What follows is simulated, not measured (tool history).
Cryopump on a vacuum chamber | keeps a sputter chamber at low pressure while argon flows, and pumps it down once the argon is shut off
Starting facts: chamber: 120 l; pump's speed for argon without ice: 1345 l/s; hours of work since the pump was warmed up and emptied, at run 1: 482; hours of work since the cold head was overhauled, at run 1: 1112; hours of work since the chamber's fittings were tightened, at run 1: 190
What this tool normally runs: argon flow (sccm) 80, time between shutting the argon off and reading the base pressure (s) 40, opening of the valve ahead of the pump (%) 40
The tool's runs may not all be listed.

| run | hour | argon flow (sccm) | time between shutting the argon off and reading the base pressure (s) | opening of the valve ahead of the pump (%) | hours of work since the pump was warmed up and emptied | hours of work since the cold head was overhauled | hours of work since the chamber's fittings were tightened | pressure while argon flows (Pa) | pressure after the wait (uPa) |
|---|---|---|---|---|---|---|---|---|---|
| 1 | 0.0 | 80 | 40 | 40 | 482 | 1112 | 190 | 0.2854 | 3.25 |
| 2 | 55.5 | 80 | 40 | 40 | 508 | 1139 | 217 | 0.2880 | 3.24 |
| 3 | 96.1 | 80 | 40 | 40 | 528 | 1159 | 237 | 0.2912 | 3.29 |
| 4 | 153.8 | 80 | 40 | 40 | 556 | 1187 | 265 | 0.2912 | 3.27 |
|  | 235.5 | pump warmed up, emptied and cooled again |
| 5 | 249.4 | 80 | 40 | 40 | 7 | 1231 | 309 | 0.2544 | 3.09 |
| 6 | 325.2 | 80 | 40 | 40 | 44 | 1268 | 346 | 0.2554 | 3.25 |
| 7 | 374.6 | 80 | 40 | 40 | 67 | 1291 | 369 | 0.2570 | 3.16 |
| 8 | 460.1 | 80 | 40 | 40 | 109 | 1333 | 411 | 0.2578 | 3.30 |
| 9 | 546.2 | 80 | 40 | 40 | 151 | 1375 | 453 | 0.2599 | 3.36 |
| 10 | 608.5 | 80 | 40 | 40 | 181 | 1405 | 483 | 0.2619 | 3.35 |
| 11 | 666.3 | 80 | 40 | 40 | 209 | 1433 | 511 | 0.2648 | 3.44 |
| 12 | 742.6 | 80 | 40 | 40 | 246 | 1470 | 548 | 0.2670 | 3.53 |
| 13 | 798.1 | 80 | 40 | 40 | 273 | 1497 | 575 | 0.2703 | 3.38 |
| 14 | 853.7 | 80 | 40 | 40 | 300 | 1524 | 602 | 0.2682 | 3.53 |
| 15 | 897.9 | 80 | 40 | 40 | 321 | 1545 | 623 | 0.2734 | 3.51 |
| 16 | 970.0 | 43 | 40 | 40 | 356 | 1580 | 658 | 0.1475 | 3.53 |
| 17 | 1007.5 | 43 | 40 | 40 | 374 | 1598 | 676 | 0.1483 | 3.59 |
| 18 | 1072.4 | 43 | 40 | 40 | 406 | 1630 | 708 | 0.1500 | 3.76 |
| 19 | 1120.3 | 43 | 31 | 24 | 429 | 1653 | 731 | 0.2392 | 4.63 |
| 20 | 1193.4 | 93 | 37 | 26 | 464 | 1689 | 767 | 0.4842 | 4.06 |
| 21 | 1261.8 | 53 | 27 | 17 | 498 | 1722 | 800 | 0.4166 | 5.13 |
| 22 | 1338.7 | 97 | 174 | 58 | 535 | 1759 | 837 | 0.2544 | 1.88 |
| 23 | 1421.1 | 76 | 40 | 25 | 575 | 1799 | 877 | 0.4207 | 4.01 |
|  | 1461.6 | pump warmed up, emptied and cooled again |
| 24 | 1497.7 | 80 | 29 | 34 | 18 | 1834 | 912 | 0.2975 | 4.67 |
| 25 | 1561.5 | 68 | 40 | 15 | 48 | 1865 | 943 | 0.5773 | 3.76 |
| 26 | 1609.7 | 80 | 229 | 29 | 72 | 1888 | 966 | 0.3527 | 1.56 |
| 27 | 1669.6 | 80 | 186 | 54 | 101 | 1917 | 995 | 0.1929 | 1.69 |
| 28 | 1707.0 | 126 | 142 | 53 | 119 | 1935 | 1013 | 0.3137 | 1.90 |
| 29 | 1775.7 | 71 | 27 | 40 | 152 | 1968 | 1046 | 0.2323 | 5.17 |
| 30 | 1824.3 | 80 | 35 | 40 | 176 | 1992 | 1070 | 0.2618 | 4.36 |
| 31 | 1866.9 | 39 | 80 | 18 | 197 | 2013 | 1091 | 0.2781 | 2.52 |
| 32 | 1932.4 | 80 | 40 | 20 | 228 | 2045 | 1123 | 0.5185 | 4.09 |
| 33 | 2014.8 | 94 | 63 | 23 | 268 | 2084 | 1162 | 0.5351 | 3.10 |

Forecast each of these 4 alternatives for the next run:
| A | 2101.8 | 80 | 70 | 22 | 310 | 2127 | 1205 | ? | ? |
| B | 2101.8 | 45 | 63 | 23 | 310 | 2127 | 1205 | ? | ? |
| C | 2101.8 | 80 | 104 | 40 | 310 | 2127 | 1205 | ? | ? |
| D | 2101.8 | 94 | 63 | 54 | 310 | 2127 | 1205 | ? | ? |

| run | pressure while argon flows (Pa) | pressure after the wait (uPa) |
|---|---|---|
| A | 0.4776 | 2.99 |
| B | 0.2577 | 3.18 |
| C | 0.2691 | 2.50 |
| D | 0.2423 | 3.18 |
Take away the tool's hidden state, keep each run's random variation, and the runs would have read:
| run | pressure while argon flows (Pa) | pressure after the wait (uPa) |
|---|---|---|
| A | 0.4576 | 1.76 |
| B | 0.2465 | 1.94 |
| C | 0.2493 | 1.28 |
| D | 0.2188 | 1.95 |
